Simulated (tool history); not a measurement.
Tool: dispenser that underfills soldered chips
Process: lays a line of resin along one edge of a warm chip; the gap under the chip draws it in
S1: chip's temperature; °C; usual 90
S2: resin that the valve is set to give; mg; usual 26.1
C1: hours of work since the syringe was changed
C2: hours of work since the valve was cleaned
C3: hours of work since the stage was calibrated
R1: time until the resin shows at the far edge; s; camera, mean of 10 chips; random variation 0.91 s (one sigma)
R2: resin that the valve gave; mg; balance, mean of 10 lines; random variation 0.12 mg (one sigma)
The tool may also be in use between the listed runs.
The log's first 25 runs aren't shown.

| run | hour | S1 | S2 | C1 | C2 | C3 | R1 | R2 |
|---|---|---|---|---|---|---|---|---|
| 26 | 99.9 | 99 | 33.8 | 4 | 61 | 141 | 87.3 | 31.91 |
| 27 | 104.0 | 85 | 23.4 | 7 | 64 | 144 | 186.8 | 22.04 |
| 28 | 108.6 | 85 | 24.2 | 10 | 68 | 147 | 247.3 | 22.75 |
|  | 110.3 | new syringe of resin |
| 29 | 111.7 | 85 | 24.2 | 1 | 70 | 149 | 110.9 | 22.74 |
| 30 | 116.7 | 85 | 24.2 | 5 | 74 | 153 | 154.0 | 22.62 |
| 31 | 122.0 | 77 | 25.7 | 9 | 78 | 157 | 283.1 | 24.08 |
|  | 125.5 | new syringe of resin |
| 32 | 126.9 | 77 | 24.8 | 1 | 81 | 161 | 142.4 | 23.05 |
| 33 | 130.6 | 100 | 24.8 | 4 | 84 | 163 | 91.2 | 22.96 |
| 34 | 133.3 | 82 | 27.2 | 6 | 86 | 165 | 181.4 | 25.12 |
| 35 | 137.0 | 99 | 24.9 | 9 | 89 | 168 | 142.3 | 23.05 |

3 ways to go on from here, each from the tool as it stands after run 35. What would each give?
|  | 140.6 | new syringe of resin |
| A | 141.2 | 103 | 27.0 | 0 | 92 | 171 | ? | ? |
|  | 140.6 | new syringe of resin |
| B | 141.2 | 77 | 30.2 | 0 | 92 | 171 | ? | ? |
|  | 140.6 | new syringe of resin |
| C | 141.2 | 105 | 32.3 | 0 | 92 | 171 | ? | ? |

| run | R1 | R2 |
|---|---|---|
| A | 60.9 | 25.06 |
| B | 130.8 | 27.76 |
| C | 55.3 | 29.58 |
Without the tool's hidden state the same runs would have given:
| run | R1 | R2 |
|---|---|---|
| A | 59.0 | 27.19 |
| B | 127.8 | 30.12 |
| C | 54.0 | 32.10 |

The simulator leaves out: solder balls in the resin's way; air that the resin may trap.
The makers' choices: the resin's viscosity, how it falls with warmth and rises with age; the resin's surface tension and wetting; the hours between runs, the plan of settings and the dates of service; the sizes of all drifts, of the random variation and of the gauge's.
